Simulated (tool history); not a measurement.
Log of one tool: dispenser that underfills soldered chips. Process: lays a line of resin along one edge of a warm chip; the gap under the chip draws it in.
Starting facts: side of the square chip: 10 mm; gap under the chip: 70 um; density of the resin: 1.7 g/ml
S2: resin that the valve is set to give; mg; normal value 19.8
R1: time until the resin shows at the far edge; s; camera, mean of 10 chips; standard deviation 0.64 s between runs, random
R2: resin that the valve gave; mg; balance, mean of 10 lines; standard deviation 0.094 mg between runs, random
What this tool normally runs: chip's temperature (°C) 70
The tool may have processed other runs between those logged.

{"run": 1, "hour": 0.0, "chip's temperature (°C)": 70, "S2": 19.8, "R1": 90.7, "R2": 19.32}
{"hour": 8.1, "done": "new syringe of resin"}
{"run": 2, "hour": 12.1, "chip's temperature (°C)": 70, "S2": 19.8, "R1": 71.1, "R2": 19.23}
{"hour": 24.0, "done": "new syringe of resin"}
{"run": 3, "hour": 26.9, "chip's temperature (°C)": 70, "S2": 19.8, "R1": 67.5, "R2": 18.9}
{"run": 4, "hour": 35.9, "chip's temperature (°C)": 70, "S2": 19.8, "R1": 110.8, "R2": 18.99}
{"hour": 40.6, "done": "new syringe of resin"}
{"run": 5, "hour": 48.1, "chip's temperature (°C)": 70, "S2": 19.8, "R1": 84.4, "R2": 18.77}
{"hour": 57.5, "done": "new syringe of resin"}
{"run": 6, "hour": 62.5, "chip's temperature (°C)": 70, "S2": 19.8, "R1": 77, "R2": 18.72}
{"hour": 70.1, "done": "dispensing valve cleaned and set on the balance"}
{"run": 7, "hour": 70.5, "chip's temperature (°C)": 70, "S2": 19.8, "R1": 109.1, "R2": 19.85}
{"hour": 75.2, "done": "new syringe of resin"}
{"run": 8, "hour": 85.9, "chip's temperature (°C)": 70, "S2": 19.8, "R1": 102.5, "R2": 19.73}
{"hour": 91.4, "done": "new syringe of resin"}
{"run": 9, "hour": 96.2, "chip's temperature (°C)": 70, "S2": 19.8, "R1": 75.6, "R2": 19.79}
{"hour": 108.1, "done": "new syringe of resin"}
{"run": 10, "hour": 111.1, "chip's temperature (°C)": 70, "S2": 19.3, "R1": 66.6, "R2": 19.13}
{"run": 11, "hour": 117.4, "chip's temperature (°C)": 70, "S2": 19.3, "R1": 93, "R2": 19.01}
{"hour": 124.3, "done": "new syringe of resin"}
{"run": 12, "hour": 129.2, "chip's temperature (°C)": 70, "S2": 19.8, "R1": 74.6, "R2": 19.39}
{"run": 13, "hour": 136.3, "chip's temperature (°C)": 70, "S2": 19.8, "R1": 108, "R2": 19.59}
{"hour": 140.7, "done": "new syringe of resin"}
{"run": 14, "hour": 150.5, "chip's temperature (°C)": 70, "S2": 21.7, "R1": 94.9, "R2": 21.15}
{"hour": 156.9, "done": "new syringe of resin"}
{"run": 15, "hour": 163.6, "chip's temperature (°C)": 70, "S2": 19.8, "R1": 82.5, "R2": 19.16}
{"hour": 173.4, "done": "new syringe of resin"}
{"run": 16, "hour": 178.1, "chip's temperature (°C)": 70, "S2": 19.8, "R1": 74.8, "R2": 19.05}
{"hour": 190.3, "done": "new syringe of resin"}
{"run": 17, "hour": 190.9, "chip's temperature (°C)": 70, "S2": 19.8, "R1": 59.3, "R2": 18.9}
{"run": 18, "hour": 203.4, "chip's temperature (°C)": 56, "S2": 19.1, "R1": 238.8, "R2": 18.17}
{"hour": 207.4, "done": "new syringe of resin"}
{"run": 19, "hour": 215.7, "chip's temperature (°C)": 56, "S2": 19.1, "R1": 190.2, "R2": 18.05}
{"hour": 223.2, "done": "new syringe of resin"}
{"run": 20, "hour": 226.1, "chip's temperature (°C)": 56, "S2": 19.1, "R1": 135.9, "R2": 17.93}
{"hour": 229.0, "done": "dispensing valve cleaned and set on the balance"}
{"run": 21, "hour": 236.8, "chip's temperature (°C)": 56, "S2": 19.1, "R1": 230.6, "R2": 18.96}
{"hour": 240.8, "done": "new syringe of resin"}
{"run": 22, "hour": 246.7, "chip's temperature (°C)": 72, "S2": 20.9, "R1": 72.3, "R2": 20.6}
{"hour": 258.1, "done": "new syringe of resin"}
{"run": 23, "hour": 260.2, "chip's temperature (°C)": 79, "S2": 18.4, "R1": 42, "R2": 18.2}

What does the tool deliver on the next run?
{"run": 24, "hour": 266.9, "chip's temperature (°C)": 79, "S2": 18.4, "R1": "?", "R2": "?"}

{"run 24": {"R1": 59.9, "R2": 17.84}}
Take away the tool's hidden state, keep the run-to-run variation as it was, and the same run would have given R1 36.9 s, R2 18.14 mg.
